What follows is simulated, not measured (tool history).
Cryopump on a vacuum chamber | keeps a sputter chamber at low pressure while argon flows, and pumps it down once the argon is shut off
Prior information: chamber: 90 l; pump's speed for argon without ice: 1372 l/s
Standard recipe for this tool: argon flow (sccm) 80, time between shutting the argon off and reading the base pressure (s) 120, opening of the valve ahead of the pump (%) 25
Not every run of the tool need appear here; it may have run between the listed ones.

run	day	argon flow (sccm)	time between shutting the argon off and reading the base pressure (s)	opening of the valve ahead of the pump (%)	pressure while argon flows (Pa)	pressure after the wait (uPa)
1	0	80	120	25	0.4106	1.59
# day 0.867: pump warmed up, emptied and cooled again
2	1.304	41	120	25	0.2038	1.37
3	2.338	80	120	25	0.3936	1.41
4	3.379	80	120	25	0.3969	1.42
5	4.138	80	120	25	0.3961	1.49
6	5.375	80	120	25	0.3972	1.47
7	5.975	80	120	25	0.3978	1.48
8	6.812	80	120	28	0.3558	1.53
9	8.017	80	120	28	0.356	1.48
10	8.604	80	120	28	0.3561	1.52
11	9.846	80	120	28	0.3542	1.44
12	10.462	80	120	28	0.3604	1.53
13	11.846	135	120	25	0.6739	1.56
14	12.746	135	120	25	0.6748	1.53
15	13.704	135	120	25	0.6749	1.59
16	14.704	135	120	25	0.68	1.48
17	16.129	135	120	25	0.6796	1.53
18	17.146	135	120	25	0.6783	1.56
19	18.575	34	50	33	0.1311	2.15
20	19.246	80	120	45	0.227	1.59
21	19.975	64	120	55	0.1519	1.59
22	21.183	80	68	25	0.4036	1.91
23	22.408	80	57	25	0.4027	2.07
24	23.354	46	57	16	0.3598	2.04
25	24.7	46	57	16	0.3571	2.12
26	25.562	46	57	16	0.3618	2.12
27	26.925	46	57	16	0.3603	2.16
28	28.304	46	57	16	0.3604	2.15
29	29.046	48	57	16	0.3742	2.16
30	30.054	37	120	21	0.2241	1.75
31	31.042	37	120	21	0.224	1.7
32	31.879	126	22	38	0.4332	3.6
33	32.596	47	24	56	0.1123	3.35
34	33.217	47	24	56	0.1132	3.38
35	33.892	53	120	25	0.2719	1.73

For some of the steps in pressure while argon flows (Pa) from one run to the next: how much would appear even if the tool had no hidden state, given the settings, what came in and random variation, and how much remains for the hidden state plus any gauge scatter that the measured result and the result without hidden state don't share?
Hidden conditions of the tool in this case: pump's speed, % of a pump's without ice; cold plate's temperature, K; leak into the chamber, uPa l/s; drift of the gauge itself on working_pa, %; drift of the gauge itself on base_upa, %.
Run 1 -> 2: argon flow (sccm) 80 -> 41, pump warmed up, emptied and cooled again. pressure while argon flows (Pa) -0.2068: hidden state -0.0166, all else -0.1902.
Run 12 -> 13: argon flow (sccm) 80 -> 135, opening of the valve ahead of the pump (%) 28 -> 25. pressure while argon flows (Pa) +0.3135: hidden state +0.0045, all else +0.309.
Run 18 -> 19: argon flow (sccm) 135 -> 34, time between shutting the argon off and reading the base pressure (s) 120 -> 50, opening of the valve ahead of the pump (%) 25 -> 33. pressure while argon flows (Pa) -0.5472: hidden state -0.0101, all else -0.5371.
Run 31 -> 32: argon flow (sccm) 37 -> 126, time between shutting the argon off and reading the base pressure (s) 120 -> 22, opening of the valve ahead of the pump (%) 21 -> 38. pressure while argon flows (Pa) +0.2092: hidden state +0.0176, all else +0.1916.
Run 32 -> 33: argon flow (sccm) 126 -> 47, time between shutting the argon off and reading the base pressure (s) 22 -> 24, opening of the valve ahead of the pump (%) 38 -> 56. pressure while argon flows (Pa) -0.3209: hidden state -0.0152, all else -0.3057.

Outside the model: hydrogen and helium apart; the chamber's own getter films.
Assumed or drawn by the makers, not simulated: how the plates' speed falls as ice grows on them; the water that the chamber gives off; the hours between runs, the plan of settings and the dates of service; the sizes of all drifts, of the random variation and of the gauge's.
